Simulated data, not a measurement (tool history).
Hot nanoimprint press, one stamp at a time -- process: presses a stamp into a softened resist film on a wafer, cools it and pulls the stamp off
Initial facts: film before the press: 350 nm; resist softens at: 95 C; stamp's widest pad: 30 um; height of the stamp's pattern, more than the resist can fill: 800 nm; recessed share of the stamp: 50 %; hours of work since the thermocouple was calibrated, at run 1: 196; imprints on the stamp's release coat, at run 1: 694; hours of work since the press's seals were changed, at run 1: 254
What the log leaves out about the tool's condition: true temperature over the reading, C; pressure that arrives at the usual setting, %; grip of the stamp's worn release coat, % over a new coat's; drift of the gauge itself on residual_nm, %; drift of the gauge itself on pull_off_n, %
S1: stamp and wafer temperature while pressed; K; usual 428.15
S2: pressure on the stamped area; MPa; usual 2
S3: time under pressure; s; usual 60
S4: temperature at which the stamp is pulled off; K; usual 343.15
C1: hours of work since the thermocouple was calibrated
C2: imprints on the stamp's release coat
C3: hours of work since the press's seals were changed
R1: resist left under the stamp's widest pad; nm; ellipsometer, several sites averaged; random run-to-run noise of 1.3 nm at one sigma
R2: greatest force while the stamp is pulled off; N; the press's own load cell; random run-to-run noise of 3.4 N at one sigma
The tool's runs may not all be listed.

Run 1, hour 0: usual settings; C1 196; C2 694; C3 254. Result: R1 196.3 nm, R2 183 N.
Run 2, hour 7: usual settings; C1 201; C2 731; C3 259. Result: R1 195 nm, R2 175 N.
Run 3, hour 14: usual settings but S3 35 s; C1 206; C2 767; C3 265. Result: R1 227.6 nm, R2 180 N.
At hour 24.8: stamp cleaned and given a new release coat.
Run 4, hour 28.8: usual settings but S3 35 s; C1 213; C2 21; C3 271. Result: R1 227.7 nm, R2 173 N.
Run 5, hour 37.4: usual settings but S3 35 s; C1 219; C2 65; C3 277. Result: R1 227.6 nm, R2 172 N.
Run 6, hour 41.5: usual settings; C1 222; C2 87; C3 281. Result: R1 195.7 nm, R2 183 N.
Run 7, hour 50.6: usual settings but S2 1.38 MPa; C1 229; C2 133; C3 287. Result: R1 230.4 nm, R2 182 N.
Run 8, hour 56.2: usual settings but S2 1.38 MPa, S4 332.15 K; C1 233; C2 162; C3 291. Result: R1 230.4 nm, R2 187 N.
Run 9, hour 60.6: usual settings but S2 1.38 MPa, S4 332.15 K; C1 236; C2 185; C3 295. Result: R1 232.1 nm, R2 190 N.
Run 10, hour 68.5: usual settings but S2 1.38 MPa, S4 332.15 K; C1 242; C2 226; C3 301. Result: R1 228.7 nm, R2 184 N.
Run 11, hour 74.8: usual settings; C1 247; C2 258; C3 305. Result: R1 195.9 nm, R2 175 N.
Run 12, hour 82.7: usual settings; C1 253; C2 299; C3 311. Result: R1 196.9 nm, R2 182 N.
Run 13, hour 88.3: usual settings; C1 257; C2 328; C3 315. Result: R1 195 nm, R2 180 N.
Run 14, hour 94.7: usual settings; C1 262; C2 361; C3 320. Result: R1 196.3 nm, R2 183 N.
Run 15, hour 101.7: usual settings; C1 267; C2 397; C3 325. Result: R1 195.9 nm, R2 177 N.
Run 16, hour 108.3: usual settings but S1 438.15 K, S3 58 s, S4 351.15 K; C1 272; C2 431; C3 330. Result: R1 128 nm, R2 171 N.
Run 17, hour 116.3: usual settings but S1 438.15 K, S3 74 s, S4 351.15 K; C1 278; C2 472; C3 336. Result: R1 119.2 nm, R2 174 N.
Run 18, hour 124.4: usual settings but S1 438.15 K, S3 74 s, S4 335.15 K; C1 284; C2 514; C3 342. Result: R1 119.8 nm, R2 195 N.
Run 19, hour 133.1: usual settings but S2 1.61 MPa, S4 335.15 K; C1 290; C2 559; C3 349. Result: R1 216.8 nm, R2 192 N.
Run 20, hour 139.1: usual settings but S1 436.15 K, S2 2.95 MPa; C1 295; C2 590; C3 353. Result: R1 111.5 nm, R2 177 N.
Run 21, hour 143.5: usual settings but S1 436.15 K, S2 1.85 MPa, S3 110 s, S4 334.15 K; C1 298; C2 612; C3 356. Result: R1 116.6 nm, R2 183 N.
Run 22, hour 149.8: usual settings but S1 436.15 K, S3 80 s; C1 303; C2 645; C3 361. Result: R1 128.3 nm, R2 174 N.
Run 23, hour 157.3: usual settings but S1 439.15 K, S2 1.61 MPa, S3 42 s, S4 333.15 K; C1 308; C2 684; C3 366. Result: R1 157.5 nm, R2 188 N.
Run 24, hour 161.1: usual settings but S1 439.15 K, S2 1.61 MPa, S3 42 s, S4 333.15 K; C1 311; C2 704; C3 369. Result: R1 158 nm, R2 185 N.
Run 25, hour 167: usual settings but S1 439.15 K, S2 1.61 MPa, S3 42 s, S4 333.15 K; C1 315; C2 734; C3 374. Result: R1 158.1 nm, R2 194 N.
Run 26, hour 174.4: usual settings but S3 92 s, S4 336.15 K; C1 321; C2 772; C3 379. Result: R1 171.4 nm, R2 194 N.
At hour 184.2: stamp cleaned and given a new release coat.
Run 27, hour 186: usual settings but S3 92 s, S4 336.15 K; C1 325; C2 9; C3 383. Result: R1 173.5 nm, R2 189 N.
Run 28, hour 194.2: usual settings but S1 429.15 K, S2 1.62 MPa, S3 92 s, S4 336.15 K; C1 331; C2 51; C3 389. Result: R1 184.1 nm, R2 186 N.
Run 29, hour 199.6: usual settings but S1 426.15 K, S2 2.34 MPa, S3 117 s, S4 342.15 K; C1 335; C2 79; C3 393. Result: R1 161.1 nm, R2 180 N.

Take each entry between the runs: how does the hidden state at the last listed run before it differ from the hidden state at the first listed run after it?
Runs 3 to 4: stamp cleaned and given a new release coat (hour 24.8)
  grip of the stamp's worn release coat, % over a new coat's: 0.7 -> 0
Runs 26 to 27: stamp cleaned and given a new release coat (hour 184.2)
  grip of the stamp's worn release coat, % over a new coat's: 0.7 -> 0
